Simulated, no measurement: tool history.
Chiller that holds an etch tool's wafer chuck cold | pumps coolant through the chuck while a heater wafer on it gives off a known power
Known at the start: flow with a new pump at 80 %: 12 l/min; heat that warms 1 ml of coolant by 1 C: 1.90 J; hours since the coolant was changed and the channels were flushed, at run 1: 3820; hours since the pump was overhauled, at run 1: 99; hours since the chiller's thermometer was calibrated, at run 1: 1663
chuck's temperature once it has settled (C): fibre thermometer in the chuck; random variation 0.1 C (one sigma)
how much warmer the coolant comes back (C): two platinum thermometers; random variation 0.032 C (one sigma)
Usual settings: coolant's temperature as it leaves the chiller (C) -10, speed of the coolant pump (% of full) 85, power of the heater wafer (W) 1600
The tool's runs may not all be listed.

| run | day | coolant's temperature as it leaves the chiller (C) | speed of the coolant pump (% of full) | power of the heater wafer (W) | hours since the coolant was changed and the channels were flushed | hours since the pump was overhauled | hours since the chiller's thermometer was calibrated | chuck's temperature once it has settled (C) | how much warmer the coolant comes back (C) |
|---|---|---|---|---|---|---|---|---|---|
| 1 | 0 | -10 | 85 | 1600 | 3820 | 99 | 1663 | 8.4 | 4.04 |
| 2 | 1.208 | -10 | 85 | 1600 | 3849 | 128 | 1692 | 8.4 | 3.95 |
| 3 | 2.546 | -10 | 85 | 1600 | 3881 | 160 | 1724 | 8.4 | 3.96 |
| 4 | 4.15 | -10 | 71 | 1600 | 3919 | 199 | 1762 | 10.5 | 4.84 |
| 5 | 5.129 | -10 | 71 | 1600 | 3943 | 222 | 1786 | 10.3 | 4.82 |
| 6 | 6.875 | -2 | 85 | 1600 | 3985 | 264 | 1828 | 16.4 | 4.02 |
| 7 | 8.388 | -10 | 67 | 1600 | 4021 | 300 | 1864 | 11.1 | 5.18 |
| 8 | 10.217 | -10 | 67 | 1600 | 4065 | 344 | 1908 | 11 | 5.17 |
|  | 11.862 | coolant changed, channels flushed |
| 9 | 12.167 | -10 | 85 | 1600 | 7 | 385 | 1949 | 6.9 | 4.01 |
|  | 12.338 | chiller's thermometer calibrated |
| 10 | 14.1 | -10 | 85 | 1600 | 53 | 431 | 42 | 7.2 | 4.1 |
| 11 | 15.267 | -10 | 85 | 1600 | 81 | 458 | 70 | 7.2 | 4.02 |
| 12 | 17.033 | -4 | 74 | 1752 | 123 | 501 | 113 | 16.4 | 5.09 |
| 13 | 18.35 | -10 | 86 | 1079 | 155 | 533 | 144 | 1.8 | 2.67 |
|  | 20.35 | chiller's thermometer calibrated, once more |
| 14 | 20.517 | -18 | 85 | 1716 | 206 | 583 | 4 | -0.2 | 4.31 |
| 15 | 22.012 | -10 | 66 | 1600 | 242 | 619 | 40 | 9 | 5.28 |
| 16 | 23.762 | -8 | 85 | 2110 | 284 | 661 | 82 | 13.9 | 5.36 |
| 17 | 24.671 | -8 | 85 | 2110 | 305 | 683 | 104 | 14 | 5.4 |
| 18 | 26.762 | -8 | 85 | 2110 | 356 | 733 | 154 | 13.9 | 5.35 |
| 19 | 28.217 | -1 | 85 | 916 | 391 | 768 | 189 | 8.7 | 2.33 |
| 20 | 30.062 | -19 | 97 | 1650 | 435 | 813 | 233 | -2.8 | 3.67 |
| 21 | 31.742 | -2 | 100 | 1539 | 475 | 853 | 273 | 12.8 | 3.28 |

5 ways to go on from here, each from the tool as it stands after run 21. What would each give?
| A | 33.142 | -5 | 85 | 1600 | 509 | 886 | 307 | ? | ? |
| B | 33.142 | -11 | 94 | 855 | 509 | 886 | 307 | ? | ? |
| C | 33.142 | -19 | 85 | 1221 | 509 | 886 | 307 | ? | ? |
| D | 33.142 | -10 | 60 | 1600 | 509 | 886 | 307 | ? | ? |
| E | 33.142 | -10 | 64 | 1377 | 509 | 886 | 307 | ? | ? |

| run | chuck's temperature once it has settled (C) | how much warmer the coolant comes back (C) |
|---|---|---|
| A | 11.8 | 4.11 |
| B | -2.7 | 1.94 |
| C | -6.2 | 3.09 |
| D | 10.2 | 5.86 |
| E | 6.9 | 4.76 |
Without the tool's hidden state the same runs would have given:
| run | chuck's temperature once it has settled (C) | how much warmer the coolant comes back (C) |
|---|---|---|
| A | 11.2 | 4 |
| B | -3 | 1.89 |
| C | -6.7 | 3.01 |
| D | 9.5 | 5.69 |
| E | 6.3 | 4.63 |

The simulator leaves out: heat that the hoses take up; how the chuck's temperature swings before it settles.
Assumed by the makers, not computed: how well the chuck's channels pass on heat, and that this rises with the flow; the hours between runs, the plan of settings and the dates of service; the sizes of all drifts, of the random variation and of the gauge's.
